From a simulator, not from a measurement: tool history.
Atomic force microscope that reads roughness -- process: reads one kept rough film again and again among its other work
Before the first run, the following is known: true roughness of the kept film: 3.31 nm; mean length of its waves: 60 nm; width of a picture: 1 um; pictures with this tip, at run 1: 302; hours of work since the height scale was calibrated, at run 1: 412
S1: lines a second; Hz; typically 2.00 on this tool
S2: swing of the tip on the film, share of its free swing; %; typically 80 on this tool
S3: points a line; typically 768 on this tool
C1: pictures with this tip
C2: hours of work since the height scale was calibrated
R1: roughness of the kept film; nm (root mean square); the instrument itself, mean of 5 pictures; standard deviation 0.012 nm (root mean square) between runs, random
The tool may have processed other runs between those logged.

| run | hour | S1 | S2 | S3 | C1 | C2 | R1 |
|---|---|---|---|---|---|---|---|
| 1 | 0.0 | 2.00 | 80 | 768 | 302 | 412 | 2.806 |
|  | 20.8 | new tip fitted |
| 2 | 34.0 | 2.00 | 80 | 768 | 25 | 435 | 2.804 |
| 3 | 69.2 | 2.00 | 80 | 768 | 90 | 459 | 2.803 |
| 4 | 88.3 | 2.00 | 80 | 768 | 125 | 472 | 2.816 |
| 5 | 111.1 | 2.00 | 80 | 393 | 167 | 487 | 2.810 |
| 6 | 145.1 | 2.00 | 80 | 359 | 230 | 510 | 2.785 |
| 7 | 176.9 | 2.00 | 80 | 768 | 288 | 532 | 2.804 |
| 8 | 194.2 | 2.00 | 87 | 768 | 320 | 543 | 2.653 |
|  | 205.5 | new tip fitted |
| 9 | 228.4 | 2.00 | 80 | 878 | 43 | 566 | 2.787 |
| 10 | 254.6 | 2.00 | 80 | 878 | 91 | 584 | 2.820 |
| 11 | 275.5 | 2.00 | 80 | 768 | 129 | 598 | 2.803 |
| 12 | 291.8 | 2.00 | 80 | 768 | 159 | 609 | 2.793 |
| 13 | 321.8 | 2.00 | 80 | 768 | 215 | 629 | 2.789 |
| 14 | 355.1 | 2.00 | 80 | 768 | 276 | 652 | 2.806 |
| 15 | 378.4 | 2.00 | 80 | 768 | 319 | 667 | 2.811 |
|  | 391.3 | new tip fitted |
| 16 | 407.1 | 2.00 | 80 | 768 | 29 | 687 | 2.784 |
| 17 | 439.0 | 2.00 | 80 | 768 | 88 | 708 | 2.791 |
| 18 | 458.1 | 2.00 | 80 | 315 | 124 | 721 | 2.782 |
| 19 | 486.1 | 2.00 | 80 | 322 | 175 | 740 | 2.792 |
| 20 | 503.7 | 2.00 | 59 | 768 | 208 | 752 | 3.099 |
| 21 | 520.4 | 2.00 | 59 | 768 | 239 | 763 | 3.108 |
| 22 | 538.4 | 1.63 | 80 | 768 | 272 | 775 | 2.856 |
| 23 | 564.4 | 1.63 | 80 | 768 | 320 | 793 | 2.865 |
|  | 575.5 | new tip fitted |
| 24 | 594.7 | 1.63 | 80 | 768 | 36 | 813 | 2.867 |
| 25 | 628.9 | 1.63 | 65 | 768 | 99 | 836 | 3.070 |
| 26 | 654.8 | 0.73 | 74 | 819 | 147 | 854 | 3.115 |
| 27 | 683.8 | 0.73 | 75 | 563 | 200 | 873 | 3.102 |
| 28 | 702.5 | 0.73 | 75 | 563 | 235 | 886 | 3.124 |
| 29 | 724.1 | 0.73 | 75 | 563 | 275 | 901 | 3.089 |
| 30 | 757.2 | 2.76 | 60 | 263 | 336 | 923 | 3.035 |
|  | 759.7 | new tip fitted |
| 31 | 773.7 | 0.91 | 80 | 997 | 26 | 934 | 3.046 |
| 32 | 795.0 | 1.02 | 80 | 768 | 66 | 948 | 3.010 |
| 33 | 813.5 | 0.54 | 83 | 768 | 100 | 961 | 3.093 |
| 34 | 843.7 | 0.52 | 83 | 907 | 156 | 981 | 3.085 |
| 35 | 871.2 | 0.52 | 84 | 726 | 206 | 1000 | 3.081 |
| 36 | 892.3 | 1.01 | 81 | 509 | 245 | 1014 | 2.978 |
| 37 | 918.6 | 2.00 | 89 | 747 | 294 | 1032 | 2.601 |
| 38 | 942.2 | 2.00 | 80 | 350 | 337 | 1048 | 2.786 |
|  | 945.2 | new tip fitted |
| 39 | 975.5 | 0.83 | 65 | 777 | 56 | 1070 | 3.147 |
| 40 | 993.6 | 0.64 | 71 | 372 | 89 | 1082 | 3.149 |
| 41 | 1021.3 | 0.64 | 71 | 372 | 140 | 1101 | 3.145 |
|  | 1037.5 | height scale calibrated on a step standard |
| 42 | 1042.9 | 1.31 | 81 | 952 | 178 | 4 | 2.938 |
| 43 | 1066.1 | 0.57 | 73 | 952 | 221 | 19 | 3.155 |
| 44 | 1101.1 | 2.00 | 55 | 768 | 286 | 43 | 3.143 |
| 45 | 1122.9 | 0.97 | 79 | 767 | 326 | 58 | 3.059 |
|  | 1130.2 | new tip fitted |
| 46 | 1157.5 | 1.98 | 79 | 609 | 50 | 81 | 2.814 |
| 47 | 1179.3 | 1.76 | 79 | 364 | 90 | 96 | 2.865 |
| 48 | 1212.7 | 1.76 | 79 | 643 | 152 | 118 | 2.864 |
| 49 | 1230.4 | 1.76 | 79 | 643 | 185 | 130 | 2.853 |

Consider 5 possible next runs. They are alternatives, not a sequence: every one starts from the tool as it was left by run 49. What does each give?
| A | 1262.4 | 1.50 | 58 | 609 | 244 | 152 | ? |
| B | 1262.4 | 2.36 | 79 | 535 | 244 | 152 | ? |
| C | 1262.4 | 0.98 | 81 | 700 | 244 | 152 | ? |
| D | 1262.4 | 2.00 | 80 | 820 | 244 | 152 | ? |
| E | 1262.4 | 1.76 | 73 | 643 | 244 | 152 | ? |

| run | R1 |
|---|---|
| A | 3.120 |
| B | 2.772 |
| C | 2.982 |
| D | 2.791 |
| E | 2.957 |
With the hidden condition removed and each run's random variation left untouched, the same runs would have given:
| run | R1 |
|---|---|
| A | 3.124 |
| B | 2.775 |
| C | 2.985 |
| D | 2.794 |
| E | 2.960 |
